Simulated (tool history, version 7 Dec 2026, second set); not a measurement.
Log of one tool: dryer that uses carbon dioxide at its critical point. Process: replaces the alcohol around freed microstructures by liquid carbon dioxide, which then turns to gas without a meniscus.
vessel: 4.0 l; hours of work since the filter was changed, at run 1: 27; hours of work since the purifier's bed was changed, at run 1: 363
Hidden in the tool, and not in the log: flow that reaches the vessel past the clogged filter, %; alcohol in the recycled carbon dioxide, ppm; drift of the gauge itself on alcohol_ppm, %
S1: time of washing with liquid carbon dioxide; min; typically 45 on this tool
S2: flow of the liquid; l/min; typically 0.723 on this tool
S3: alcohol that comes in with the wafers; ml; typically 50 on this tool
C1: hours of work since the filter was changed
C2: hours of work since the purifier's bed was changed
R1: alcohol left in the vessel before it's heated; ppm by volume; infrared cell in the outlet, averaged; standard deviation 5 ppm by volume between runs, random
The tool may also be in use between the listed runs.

| run | hour | S1 | S2 | S3 | C1 | C2 | R1 |
|---|---|---|---|---|---|---|---|
| 1 | 0.0 | 45 | 0.723 | 50 | 27 | 363 | 85 |
| 2 | 14.2 | 45 | 0.723 | 50 | 35 | 371 | 88 |
| 3 | 31.1 | 45 | 0.723 | 50 | 45 | 381 | 92 |
| 4 | 39.7 | 45 | 0.723 | 50 | 50 | 386 | 94 |
| 5 | 55.0 | 45 | 0.723 | 50 | 58 | 394 | 101 |
| 6 | 63.3 | 45 | 0.723 | 50 | 63 | 399 | 96 |
| 7 | 79.1 | 45 | 0.723 | 50 | 72 | 408 | 95 |
| 8 | 94.0 | 45 | 0.723 | 50 | 80 | 416 | 99 |
| 9 | 112.3 | 43 | 0.723 | 50 | 90 | 426 | 102 |
| 10 | 128.2 | 43 | 0.723 | 50 | 99 | 435 | 100 |
| 11 | 144.5 | 43 | 0.723 | 50 | 108 | 444 | 110 |
| 12 | 164.2 | 45 | 0.723 | 50 | 119 | 455 | 108 |
| 13 | 183.7 | 45 | 0.723 | 50 | 130 | 466 | 109 |
| 14 | 202.6 | 45 | 0.723 | 33 | 141 | 477 | 110 |
| 15 | 211.1 | 39 | 0.723 | 50 | 145 | 482 | 137 |
| 16 | 221.4 | 63 | 0.723 | 77 | 151 | 487 | 96 |
| 17 | 238.2 | 63 | 0.723 | 77 | 161 | 497 | 93 |
| 18 | 251.0 | 63 | 1.007 | 77 | 168 | 504 | 95 |
| 19 | 259.2 | 63 | 1.007 | 77 | 172 | 509 | 106 |
| 20 | 270.7 | 63 | 1.007 | 77 | 179 | 515 | 108 |
| 21 | 285.2 | 63 | 1.007 | 77 | 187 | 523 | 107 |
| 22 | 302.7 | 29 | 1.007 | 77 | 197 | 533 | 162 |
| 23 | 314.6 | 29 | 1.007 | 77 | 203 | 540 | 176 |
| 24 | 327.8 | 29 | 1.007 | 77 | 211 | 547 | 154 |
| 25 | 344.6 | 42 | 0.723 | 50 | 220 | 556 | 147 |
| 26 | 361.8 | 67 | 0.668 | 50 | 230 | 566 | 106 |
| 27 | 382.0 | 39 | 0.898 | 35 | 241 | 577 | 123 |
| 28 | 397.1 | 37 | 0.647 | 94 | 250 | 586 | 332 |
| 29 | 417.0 | 38 | 0.647 | 94 | 261 | 597 | 299 |

5 options for the next run, each taken on its own from the tool as it stands now. Forecast them:
| A | 434.3 | 55 | 0.723 | 112 | 271 | 607 | ? |
| B | 434.3 | 45 | 0.806 | 85 | 271 | 607 | ? |
| C | 434.3 | 43 | 0.847 | 63 | 271 | 607 | ? |
| D | 434.3 | 68 | 0.924 | 64 | 271 | 607 | ? |
| E | 434.3 | 62 | 0.723 | 86 | 271 | 607 | ? |

| run | R1 |
|---|---|
| A | 125 |
| B | 137 |
| C | 126 |
| D | 109 |
| E | 125 |
Had the tool no hidden state, the same runs would have come out as:
| run | R1 |
|---|---|
| A | 5 |
| B | 18 |
| C | 6 |
| D | 0 |
| E | 9 |
